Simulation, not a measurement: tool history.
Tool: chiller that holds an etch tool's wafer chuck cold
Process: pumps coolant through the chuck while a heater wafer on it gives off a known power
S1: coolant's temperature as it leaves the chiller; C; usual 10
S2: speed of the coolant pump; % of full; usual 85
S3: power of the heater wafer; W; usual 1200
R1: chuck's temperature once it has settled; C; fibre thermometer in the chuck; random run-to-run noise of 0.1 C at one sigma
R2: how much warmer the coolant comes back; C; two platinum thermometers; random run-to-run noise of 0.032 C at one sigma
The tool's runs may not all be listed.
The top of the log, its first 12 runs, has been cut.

| run | hour | S1 | S2 | S3 | R1 | R2 |
|---|---|---|---|---|---|---|
| 13 | 541.4 | 10 | 85 | 1200 | 19.3 | 4.15 |
| 14 | 582.8 | 19 | 85 | 1200 | 28.5 | 4.1 |
| 15 | 612.5 | 19 | 85 | 1200 | 28.4 | 4.16 |
|  | 627.4 | gauge calibrated |
| 16 | 663.6 | 19 | 85 | 1200 | 28.5 | 4.02 |
| 17 | 687.5 | 19 | 88 | 1556 | 30.9 | 5.01 |
| 18 | 731 | 0 | 100 | 623 | 4.3 | 1.84 |
| 19 | 758.2 | 0 | 100 | 623 | 4.4 | 1.82 |
| 20 | 811.1 | 0 | 74 | 623 | 5.7 | 2.42 |
| 21 | 864.8 | 16 | 81 | 773 | 22.4 | 2.73 |
| 22 | 904 | 17 | 85 | 965 | 24.6 | 3.29 |
| 23 | 956 | 10 | 91 | 1253 | 19.3 | 4.02 |
|  | 959.6 | chiller's thermometer calibrated |
| 24 | 987.6 | 5 | 66 | 894 | 13.8 | 3.9 |
| 25 | 1019.7 | 5 | 69 | 799 | 12.7 | 3.35 |
| 26 | 1071.2 | 5 | 69 | 799 | 12.4 | 3.39 |
| 27 | 1107.6 | 0 | 69 | 763 | 7.2 | 3.2 |
| 28 | 1148 | 10 | 85 | 1200 | 19.5 | 4.16 |
| 29 | 1194.7 | 10 | 85 | 1200 | 19.5 | 4.14 |
| 30 | 1226.1 | 10 | 85 | 1200 | 19.5 | 4.16 |
| 31 | 1253.8 | 10 | 85 | 1200 | 19.5 | 4.13 |

Predict each of these 3 candidate next runs independently; none follows another, all start after run 31:
| A | 1308.9 | 6 | 83 | 867 | ? | ? |
| B | 1308.9 | 0 | 66 | 1711 | ? | ? |
| C | 1308.9 | 10 | 85 | 1654 | ? | ? |

| run | R1 | R2 |
|---|---|---|
| A | 13 | 3.17 |
| B | 16.8 | 7.45 |
| C | 23.1 | 5.69 |
The same runs, with their run-to-run variation unchanged, on a tool lacking any hidden condition would have given:
| run | R1 | R2 |
|---|---|---|
| A | 13 | 2.98 |
| B | 16.7 | 7.27 |
| C | 23.1 | 5.5 |

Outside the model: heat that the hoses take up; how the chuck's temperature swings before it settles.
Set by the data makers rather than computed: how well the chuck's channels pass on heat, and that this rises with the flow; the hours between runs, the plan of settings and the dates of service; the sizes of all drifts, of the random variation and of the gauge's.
